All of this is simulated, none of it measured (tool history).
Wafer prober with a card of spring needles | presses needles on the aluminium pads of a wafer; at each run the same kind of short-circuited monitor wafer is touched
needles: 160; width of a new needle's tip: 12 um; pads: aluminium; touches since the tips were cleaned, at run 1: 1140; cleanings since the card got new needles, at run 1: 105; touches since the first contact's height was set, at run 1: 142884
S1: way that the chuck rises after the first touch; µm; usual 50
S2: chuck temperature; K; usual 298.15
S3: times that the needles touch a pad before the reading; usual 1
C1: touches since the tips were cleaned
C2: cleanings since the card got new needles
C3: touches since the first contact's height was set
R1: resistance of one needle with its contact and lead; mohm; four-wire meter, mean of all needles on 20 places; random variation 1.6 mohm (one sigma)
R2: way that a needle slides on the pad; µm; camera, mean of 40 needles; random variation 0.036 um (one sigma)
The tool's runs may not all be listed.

Run 1, day 0: usual settings; C1 1140; C2 105; C3 142884. Result: R1 229 mohm, R2 5.91 µm.
At day 0.212: tips cleaned on abrasive film.
Run 2, day 0.329: usual settings; C1 1196; C2 106; C3 146269. Result: R1 230 mohm, R2 5.88 µm.
At day 0.508: tips cleaned on abrasive film.
At day 0.808: tips cleaned on abrasive film.
Run 3, day 0.942: usual settings; C1 1407; C2 108; C3 152592. Result: R1 242 mohm, R2 5.88 µm.
At day 1.1: tips cleaned on abrasive film.
Run 4, day 1.242: usual settings; C1 1495; C2 109; C3 155712. Result: R1 244 mohm, R2 5.89 µm.
At day 1.392: tips cleaned on abrasive film.
At day 1.662: tips cleaned on abrasive film.
Run 5, day 1.879: usual settings; C1 2271; C2 111; C3 162260. Result: R1 261 mohm, R2 5.81 µm.
At day 1.933: tips cleaned on abrasive film.
At day 2.246: tips cleaned on abrasive film.
At day 2.517: tips cleaned on abrasive film.
Run 6, day 2.592: usual settings but S2 328.15 K; C1 746; C2 114; C3 169572. Result: R1 225 mohm, R2 5.77 µm.
At day 2.788: tips cleaned on abrasive film.
At day 2.862: height of the first contact set anew.
Run 7, day 2.95: usual settings but S3 2; C1 1560; C2 115; C3 926. Result: R1 218 mohm, R2 5.65 µm.
At day 3.1: tips cleaned on abrasive film.
Run 8, day 3.3: usual settings but S3 2; C1 2096; C2 116; C3 4530. Result: R1 228 mohm, R2 5.67 µm.
At day 3.396: tips cleaned on abrasive film.
Run 9, day 3.633: usual settings; C1 2468; C2 117; C3 7968. Result: R1 277 mohm, R2 5.7 µm.
At day 3.667: tips cleaned on abrasive film.
At day 3.946: tips cleaned on abrasive film.
Run 10, day 4.083: usual settings; C1 1465; C2 119; C3 12616. Result: R1 249 mohm, R2 5.66 µm.
At day 4.242: tips cleaned on abrasive film.
At day 4.517: tips cleaned on abrasive film.
Run 11, day 4.617: usual settings; C1 1055; C2 121; C3 18098. Result: R1 241 mohm, R2 5.75 µm.
At day 4.808: tips cleaned on abrasive film.
At day 5.079: tips cleaned on abrasive film.
At day 5.188: height of the first contact set anew, once more.
Run 12, day 5.312: usual settings; C1 2315; C2 123; C3 1293. Result: R1 266 mohm, R2 6.08 µm.
At day 5.358: tips cleaned on abrasive film.
At day 5.646: tips cleaned on abrasive film.
At day 5.929: tips cleaned on abrasive film.
Run 13, day 5.967: usual settings but S1 34 µm, S2 368.15 K; C1 403; C2 126; C3 8029. Result: R1 255 mohm, R2 4.14 µm.
At day 6.204: tips cleaned on abrasive film.
Run 14, day 6.388: usual settings but S1 34 µm, S2 378.15 K, S3 3; C1 1882; C2 127; C3 12352. Result: R1 241 mohm, R2 4.17 µm.
At day 6.521: tips cleaned on abrasive film.
At day 6.796: tips cleaned on abrasive film.
Run 15, day 6.958: usual settings but S1 36 µm, S2 304.15 K; C1 1721; C2 129; C3 18254. Result: R1 324 mohm, R2 4.36 µm.
At day 7.067: tips cleaned on abrasive film.
Run 16, day 7.308: usual settings but S1 36 µm, S2 304.15 K; C1 2539; C2 130; C3 21871. Result: R1 350 mohm, R2 4.39 µm.
At day 7.354: tips cleaned on abrasive film.
At day 7.638: tips cleaned on abrasive film.
At day 7.908: tips cleaned on abrasive film.
Run 17, day 8.008: usual settings but S1 68 µm, S2 341.15 K, S3 2; C1 1073; C2 133; C3 29066. Result: R1 187 mohm, R2 8.32 µm.
At day 8.192: tips cleaned on abrasive film.
Run 18, day 8.429: usual settings but S2 386.15 K; C1 2469; C2 134; C3 33409. Result: R1 273 mohm, R2 6.1 µm.
At day 8.483: tips cleaned on abrasive film.
At day 8.767: tips cleaned on abrasive film.
At day 9.054: tips cleaned on abrasive film.
Run 19, day 9.138: usual settings but S1 66 µm, S2 366.15 K, S3 3; C1 890; C2 137; C3 40690. Result: R1 180 mohm, R2 8.08 µm.
At day 9.358: tips cleaned on abrasive film.
Run 20, day 9.483: usual settings but S1 68 µm, S2 366.15 K, S3 2; C1 1292; C2 138; C3 44240. Result: R1 194 mohm, R2 8.24 µm.
At day 9.671: tips cleaned on abrasive film.
At day 9.95: tips cleaned on abrasive film.
Run 21, day 9.979: usual settings but S1 40 µm, S2 366.15 K, S3 2; C1 312; C2 140; C3 49341. Result: R1 204 mohm, R2 4.85 µm.

Some steps in R1 between neighbouring runs. How much of each would the tool show without its hidden state too (settings, what came in, random variation), and how much is left for the hidden state, with any gauge scatter that isn't in both results?
The hidden state here: debris on the tips, nm; way that the needles fall short of the set height, um; tips' diameter, um; drift of the gauge itself on contact_mohm, %; drift of the gauge itself on scrub_um, %.
Run 14 -> 15: S1 34 -> 36, S2 378.15 -> 304.15, S3 3 -> 1, tips cleaned on abrasive film, tips cleaned on abrasive film. R1 +83 mohm: hidden state +102, all else -19.
Run 16 -> 17: S1 36 -> 68, S2 304.15 -> 341.15, S3 1 -> 2, tips cleaned on abrasive film, tips cleaned on abrasive film, tips cleaned on abrasive film. R1 -163 mohm: hidden state -160, all else -3.
Run 18 -> 19: S1 50 -> 66, S2 386.15 -> 366.15, S3 1 -> 3, tips cleaned on abrasive film, tips cleaned on abrasive film, tips cleaned on abrasive film. R1 -93 mohm: hidden state -82, all else -11.

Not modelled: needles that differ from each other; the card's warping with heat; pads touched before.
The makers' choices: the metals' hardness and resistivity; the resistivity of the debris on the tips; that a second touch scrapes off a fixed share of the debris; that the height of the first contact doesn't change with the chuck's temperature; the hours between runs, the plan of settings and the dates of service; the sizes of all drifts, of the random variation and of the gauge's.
